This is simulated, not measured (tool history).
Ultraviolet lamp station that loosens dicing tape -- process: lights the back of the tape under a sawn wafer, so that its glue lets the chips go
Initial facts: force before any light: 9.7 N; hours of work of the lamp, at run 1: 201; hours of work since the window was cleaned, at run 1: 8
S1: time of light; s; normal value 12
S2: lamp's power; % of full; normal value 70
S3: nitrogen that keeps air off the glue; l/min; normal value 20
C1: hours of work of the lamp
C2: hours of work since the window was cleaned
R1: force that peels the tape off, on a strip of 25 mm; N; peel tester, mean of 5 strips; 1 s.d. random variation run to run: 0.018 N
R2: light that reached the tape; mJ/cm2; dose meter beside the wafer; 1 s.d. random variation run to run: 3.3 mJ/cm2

run,day,S1,S2,S3,C1,C2,R1,R2
1,0.000,12,70,20,201,8,0.997,483
2,0.396,24,70,20,207,14,0.190,969
3,0.662,12,97,20,210,17,0.485,663
4,1.154,12,94,20,217,24,0.526,641
5,1.625,12,94,17,224,31,0.557,643
6,2.050,12,70,11,230,36,1.388,474
7,2.521,12,70,30,236,43,0.880,472
8,2.762,12,70,30,239,46,0.927,470
9,3.033,12,70,30,243,50,0.892,470
10,3.521,12,70,20,250,57,1.107,465
11,4.025,7,70,20,257,64,2.638,264
12,4.254,12,70,20,260,67,1.115,461
13,4.688,18,70,20,266,73,0.446,684
14,5.104,18,70,20,272,79,0.450,680
15,5.421,18,70,20,276,83,0.454,680
16,5.896,18,70,20,283,89,0.461,675
17,6.275,12,70,20,288,95,1.178,451
18,6.733,12,70,15,294,101,1.310,447
19,7.167,12,70,15,300,107,1.352,442
20,7.550,12,70,20,305,112,1.210,443
21,7.979,7,70,20,311,118,2.887,260
22,8.238,7,70,20,315,122,2.869,258
23,8.654,15,77,20,321,128,0.610,595
24,9.096,15,77,20,327,134,0.624,593
25,9.321,14,89,6,330,137,1.035,638
26,9.750,14,89,6,336,143,1.063,628
27,10.154,14,89,6,341,148,1.061,621
28,10.646,24,96,7,348,155,0.227,1157
29,10.946,24,96,7,352,159,0.224,1161
30,11.325,11,82,7,357,164,1.785,451
31,11.617,14,96,24,361,168,0.412,674
32,11.929,11,96,24,366,173,0.785,521
33,12.250,11,96,24,370,177,0.816,517
34,12.658,14,70,28,376,183,0.921,480
35,13.083,14,70,23,382,189,0.960,477
36,13.333,23,79,10,385,192,0.348,879
37,13.762,23,79,10,391,198,0.348,888
38,14.125,23,79,10,396,203,0.362,875
39,14.596,12,61,29,403,209,1.660,347
40,14.917,12,71,29,407,214,1.273,407

Run by run, hidden condition taken away, random variation retained:
Hidden state at play: lamp's light, % of a new lamp's; light that the window lets through, % of a clean one's; drift of the gauge itself on peel_n, %; drift of the gauge itself on dose_mj_cm2, %.
run,R1,R2
1,0.888,510
2,0.169,1027
3,0.414,705
4,0.444,686
5,0.463,692
6,1.192,513
7,0.725,514
8,0.761,513
9,0.724,515
10,0.898,513
11,2.294,294
12,0.886,513
13,0.335,766
14,0.331,766
15,0.332,769
16,0.331,768
17,0.888,516
18,0.987,514
19,1.008,512
20,0.880,516
21,2.355,303
22,2.330,303
23,0.400,702
24,0.403,704
25,0.699,760
26,0.710,752
27,0.702,748
28,0.155,1403
29,0.151,1413
30,1.250,553
31,0.244,828
32,0.474,642
33,0.483,641
34,0.549,599
35,0.567,599
36,0.198,1107
37,0.195,1124
38,0.201,1114
39,1.036,446
40,0.744,524

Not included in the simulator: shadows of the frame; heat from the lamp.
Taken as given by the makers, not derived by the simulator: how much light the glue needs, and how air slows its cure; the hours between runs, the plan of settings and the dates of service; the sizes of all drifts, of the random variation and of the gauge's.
